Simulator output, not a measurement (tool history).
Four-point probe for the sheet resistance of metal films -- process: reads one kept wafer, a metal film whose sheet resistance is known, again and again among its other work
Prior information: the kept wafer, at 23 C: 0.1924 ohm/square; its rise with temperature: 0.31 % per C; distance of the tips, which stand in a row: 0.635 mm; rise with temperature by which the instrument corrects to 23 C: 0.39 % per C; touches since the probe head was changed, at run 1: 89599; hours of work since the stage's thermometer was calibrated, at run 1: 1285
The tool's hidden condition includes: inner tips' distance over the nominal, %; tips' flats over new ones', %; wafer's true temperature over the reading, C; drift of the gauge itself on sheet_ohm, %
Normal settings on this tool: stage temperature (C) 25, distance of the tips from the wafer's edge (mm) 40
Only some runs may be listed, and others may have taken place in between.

run	hour	stage temperature (C)	distance of the tips from the wafer's edge (mm)	touches since the probe head was changed	hours of work since the stage's thermometer was calibrated	sheet resistance as the instrument gives it (ohm/square)
1	0	25	40	89599	1285	0.193036
2	59.6	25	40	92683	1326	0.193056
3	132.9	25	40	96472	1375	0.19313
4	174.6	25	40	98630	1403	0.193141
5	261.4	25	40	103120	1462	0.193204
6	308.3	25	40	105545	1494	0.193243
7	405	25	40	110543	1559	0.193304
8	450.3	25	40	112888	1590	0.193229
9	527.5	20	40	116879	1642	0.194113
10	589.2	25	40	120071	1684	0.193477
11	661.2	25	40	123795	1733	0.193424
12	755.2	25	40	128658	1797	0.193458
13	796.6	25	31	130799	1825	0.193548
14	881.3	25	31	135177	1882	0.193565
15	979.3	25	31	140247	1948	0.193557
16	1021.1	25	31	142406	1977	0.19371
17	1094.1	25	31	146186	2026	0.193675
18	1140.7	25	40	148595	2058	0.193698
19	1233.7	20	5	153403	2121	0.196144
20	1311.5	27	4	157426	2173	0.196012
21	1396.3	27	4	161813	2231	0.196083
22	1467.8	25	8	165510	2279	0.194494
23	1520.7	21	9	168248	2315	0.194983
24	1582.1	35	68	171422	2356	0.192444
25	1628.7	29	6	173833	2388	0.194477
# hour 1638.6: stage's thermometer calibrated
26	1677.6	29	6	176334	26	0.19426
27	1727.8	25	40	178931	60	0.19378
28	1803	32	49	182819	111	0.192724
29	1884.5	19	6	187038	167	0.195979
30	1952.2	33	4	190537	212	0.195262
# hour 2012.5: new probe head fitted
31	2012.5	33	4	0	252	0.193877
32	2104.5	28	4	4758	315	0.194697
33	2146.4	25	29	6924	343	0.192607
34	2223.1	25	4	10890	395	0.195238
35	2315.5	32	37	15667	458	0.191618
36	2410.4	25	40	20575	522	0.192887

Entry by entry between the runs, the difference in hidden state between the last listed run before and the first listed run after:
After run 25, before run 26: stage's thermometer calibrated (hour 1638.6)
  inner tips' distance over the nominal, %: 0.758 -> 0.768; tips' flats over new ones', %: 70 -> 71; wafer's true temperature over the reading, C: 0.41 -> 0.04
  measured less the result without the state, sheet resistance as the instrument gives it (ohm/square): +0.001826 -> +0.001625
After run 30, before run 31: new probe head fitted (hour 2012.5)
  inner tips' distance over the nominal, %: 0.83 -> 0.179; tips' flats over new ones', %: 76 -> 0; wafer's true temperature over the reading, C: 0.06 -> 0.07
  measured less the result without the state, sheet resistance as the instrument gives it (ohm/square): +0.001776 -> +0.000414
